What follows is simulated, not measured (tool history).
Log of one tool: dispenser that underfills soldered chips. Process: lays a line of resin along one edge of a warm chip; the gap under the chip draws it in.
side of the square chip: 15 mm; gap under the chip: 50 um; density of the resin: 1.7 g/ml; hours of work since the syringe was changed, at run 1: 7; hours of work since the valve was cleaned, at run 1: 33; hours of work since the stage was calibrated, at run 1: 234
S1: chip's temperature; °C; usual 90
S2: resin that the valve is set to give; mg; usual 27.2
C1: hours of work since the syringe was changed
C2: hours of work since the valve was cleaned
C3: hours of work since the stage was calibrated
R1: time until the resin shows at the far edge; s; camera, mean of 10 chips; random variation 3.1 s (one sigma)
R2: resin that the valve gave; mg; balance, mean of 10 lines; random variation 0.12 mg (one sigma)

run,hour,S1,S2,C1,C2,C3,R1,R2
1,0.0,90,27.2,7,33,234,421.4,26.36
# hour 5.2: new syringe of resin
2,6.7,90,27.2,1,38,238,307.3,26.04
3,11.8,90,27.2,4,41,242,358.1,25.98
4,16.0,90,27.2,7,44,244,410.5,26.01
# hour 21.1: new syringe of resin
5,21.3,90,27.2,0,47,248,291.5,25.96
# hour 23.9: dispensing valve cleaned and set on the balance
6,26.3,90,27.2,3,2,250,332.3,27.12
7,30.4,90,27.2,6,4,253,366.4,27.05
8,34.1,90,27.2,8,7,256,417.7,27.42
# hour 38.2: new syringe of resin
9,43.0,90,27.2,3,13,261,335.1,27.05
10,51.9,90,27.2,9,19,268,430.6,26.80
# hour 54.5: new syringe of resin
11,61.1,90,27.2,4,25,273,353.9,26.77
12,67.1,90,23.2,8,29,278,436.8,22.64
# hour 70.4: new syringe of resin
13,71.6,90,23.2,1,31,280,315.2,22.49
14,76.6,90,23.2,4,35,284,372.2,22.52
15,83.5,101,27.2,9,40,288,288.4,26.13
# hour 86.6: new syringe of resin
16,91.7,101,33.4,3,45,294,224.5,32.33
# hour 97.5: dispensing valve cleaned and set on the balance
17,97.5,101,33.4,7,0,297,251.4,33.27
18,101.3,90,27.2,9,3,299,439.9,27.23
# hour 103.8: new syringe of resin
19,105.4,87,24.1,1,5,302,356.1,23.76
20,111.4,92,27.2,5,9,306,336.0,27.05
21,119.2,96,27.6,10,14,311,372.0,27.26
# hour 119.9: new syringe of resin
22,126.5,85,23.6,4,19,316,450.4,23.12
23,134.0,85,23.6,9,24,321,564.0,23.14
# hour 135.8: new syringe of resin
24,140.3,85,28.8,3,28,325,399.8,28.05
25,146.5,97,27.2,7,32,329,316.0,26.45
# hour 151.8: new syringe of resin
26,151.8,97,27.2,0,36,333,222.4,26.34
27,156.0,78,32.0,3,39,335,496.0,30.92
28,164.9,101,23.8,9,45,341,294.3,22.92
# hour 167.9: new syringe of resin
# hour 171.6: dispensing valve cleaned and set on the balance
29,174.5,101,23.8,4,2,347,236.9,23.55
30,182.0,101,23.1,9,7,352,298.8,22.91

The next listed run, before its measurement:
# hour 185.3: new syringe of resin
31,188.2,101,23.1,2,11,356,?,?

R1: 214.6 s
R2: 23.02 mg
Without the tool's hidden state the same run would have given R1 217.7 s, R2 23.22 mg.

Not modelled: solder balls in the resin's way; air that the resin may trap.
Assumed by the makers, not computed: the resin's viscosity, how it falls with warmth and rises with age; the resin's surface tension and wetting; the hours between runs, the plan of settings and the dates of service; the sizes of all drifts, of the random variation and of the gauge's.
